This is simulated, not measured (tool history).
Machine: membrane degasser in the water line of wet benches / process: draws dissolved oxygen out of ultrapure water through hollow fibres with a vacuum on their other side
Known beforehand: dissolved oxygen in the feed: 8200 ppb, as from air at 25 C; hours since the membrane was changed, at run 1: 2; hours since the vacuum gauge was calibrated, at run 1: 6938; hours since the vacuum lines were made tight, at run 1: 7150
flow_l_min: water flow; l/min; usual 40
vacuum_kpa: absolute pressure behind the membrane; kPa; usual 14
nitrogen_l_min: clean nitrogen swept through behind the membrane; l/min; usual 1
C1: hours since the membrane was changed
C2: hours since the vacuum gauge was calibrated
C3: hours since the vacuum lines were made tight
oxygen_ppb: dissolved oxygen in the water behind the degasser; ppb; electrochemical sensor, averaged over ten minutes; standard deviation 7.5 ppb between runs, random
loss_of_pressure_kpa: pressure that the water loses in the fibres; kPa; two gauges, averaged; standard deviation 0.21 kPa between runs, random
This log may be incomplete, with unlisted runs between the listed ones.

Run 1, hour 0: usual settings; C1 2; C2 6938; C3 7150. Result: oxygen_ppb 977.2 ppb, loss_of_pressure_kpa 50.23 kPa.
Run 2, hour 179.2: usual settings; C1 181; C2 7117; C3 7330. Result: oxygen_ppb 976.8 ppb, loss_of_pressure_kpa 49.95 kPa.
Run 3, hour 296.7: usual settings; C1 298; C2 7235; C3 7447. Result: oxygen_ppb 971.9 ppb, loss_of_pressure_kpa 50.03 kPa.
Run 4, hour 393.8: usual settings; C1 395; C2 7332; C3 7544. Result: oxygen_ppb 979.8 ppb, loss_of_pressure_kpa 50.31 kPa.
Run 5, hour 558.7: usual settings; C1 560; C2 7497; C3 7709. Result: oxygen_ppb 981.1 ppb, loss_of_pressure_kpa 50.68 kPa.
Run 6, hour 634.3: usual settings but flow_l_min 29 l/min; C1 636; C2 7573; C3 7785. Result: oxygen_ppb 738.8 ppb, loss_of_pressure_kpa 36.63 kPa.
Run 7, hour 765.7: usual settings but flow_l_min 31 l/min, vacuum_kpa 10.4 kPa, nitrogen_l_min 1.14 l/min; C1 767; C2 7704; C3 7916. Result: oxygen_ppb 533.9 ppb, loss_of_pressure_kpa 38.95 kPa.
Run 8, hour 926.1: usual settings but flow_l_min 31 l/min, vacuum_kpa 13 kPa, nitrogen_l_min 2.27 l/min; C1 928; C2 7864; C3 8076. Result: oxygen_ppb 423.8 ppb, loss_of_pressure_kpa 38.9 kPa.
Run 9, hour 1107.1: usual settings but flow_l_min 50 l/min, vacuum_kpa 17.6 kPa, nitrogen_l_min 1.04 l/min; C1 1109; C2 8045; C3 8257. Result: oxygen_ppb 1425.2 ppb, loss_of_pressure_kpa 63.01 kPa.
Run 10, hour 1274.3: usual settings but flow_l_min 53 l/min, vacuum_kpa 26.2 kPa, nitrogen_l_min 2.57 l/min; C1 1276; C2 8213; C3 8425. Result: oxygen_ppb 1229.4 ppb, loss_of_pressure_kpa 67.23 kPa.

The logged runs with the hidden state left out (each run's random variation unchanged):
The hidden state here: membrane still open, %; true pressure behind the membrane over the reading, kPa; air that leaks in behind the membrane, l/min; drift of the gauge itself on oxygen_ppb, %; drift of the gauge itself on loss_of_pressure_kpa, %.
run  oxygen_ppb  loss_of_pressure_kpa
  1       953.1                 50.22
  2       951.3                 49.88
  3       945.6                 49.91
  4       952.5                 50.16
  5       952.4                 50.46
  6       712.5                 36.45
  7       508.1                 38.72
  8       405.2                 38.61
  9      1390.8                 62.47
 10      1200.7                 66.57
